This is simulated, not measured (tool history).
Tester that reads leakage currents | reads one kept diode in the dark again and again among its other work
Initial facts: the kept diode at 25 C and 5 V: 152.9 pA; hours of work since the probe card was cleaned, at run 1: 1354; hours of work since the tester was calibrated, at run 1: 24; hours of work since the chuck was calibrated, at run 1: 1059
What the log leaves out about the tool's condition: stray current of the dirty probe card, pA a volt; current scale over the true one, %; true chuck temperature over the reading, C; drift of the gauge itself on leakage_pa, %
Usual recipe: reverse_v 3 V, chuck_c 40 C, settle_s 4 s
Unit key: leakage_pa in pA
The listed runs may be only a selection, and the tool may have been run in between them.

run,hour,reverse_v,chuck_c,settle_s,hours of work since the probe card was cleaned,hours of work since the tester was calibrated,hours of work since the chuck was calibrated,leakage_pa
1,0,3,40,4,1354,24,1059,468.99
2,22.3,3,40,4,1371,41,1076,468.88
3,62.9,3,40,4,1402,71,1106,467.48
# hour 87.9: chuck's temperature calibrated
4,97.3,3,40,4,1426,96,7,469.23
5,124.5,3,40,4,1447,116,28,468.58
6,153.4,3,40,4,1468,138,49,467.72
7,185.4,3,40,0.34,1492,162,73,468.5
8,225.5,3,40,4,1523,192,104,469.42
9,242.3,3,40,4,1535,205,116,469.26
10,282.3,1.37,40,4,1565,235,146,332.05
11,304.4,1.37,40,4,1582,252,163,331.41
12,325.2,1.37,40,4,1598,267,179,329.03
13,344.6,1.37,40,4,1612,282,193,330.65
14,363,3,40,4,1626,296,207,467.78
15,381.5,3,23,4,1640,310,221,100.79
16,418,3,40,4,1668,337,249,470.16
17,448.4,13.83,40,4,1691,360,271,922.3
18,468.1,3.26,29,8.36,1705,375,286,183.38
19,487.1,3,50,4,1720,389,301,1078.02
20,518,3,40,5.89,1743,413,324,468.03
21,538.2,4.05,51,0.88,1758,428,339,1318.66
22,558.2,2.34,33,1.16,1773,443,354,227.85
23,593,2.34,33,1.16,1799,469,380,225.33
24,630.6,2.05,38,1.65,1828,497,409,333.14
25,656.3,2.05,38,1.65,1847,517,428,332.57
26,685.8,3,32,1.04,1869,539,450,232.04
27,708,3.5,32,1.04,1886,556,467,249.5
28,742.3,9.8,45,0.38,1912,581,493,1210.94
29,766.9,1.48,45,1.27,1930,600,511,522.81
30,801.2,1.04,40,4,1956,626,537,292.06
# hour 813.1: probe card cleaned and baked
31,840.9,1.04,40,4,21,653,565,292.56
32,871.4,3.74,40,4,44,676,588,515.98
33,892.9,2.32,54,4,60,692,604,1306.69

Take each entry between the runs: how does the hidden state at the last listed run before it differ from the hidden state at the first listed run after it?
Between runs 3 and 4: chuck's temperature calibrated (hour 87.9)
  true chuck temperature over the reading, C: -0.01 -> 0
Between runs 30 and 31: probe card cleaned and baked (hour 813.1)
  stray current of the dirty probe card, pA a volt: 0.034 -> 0.02
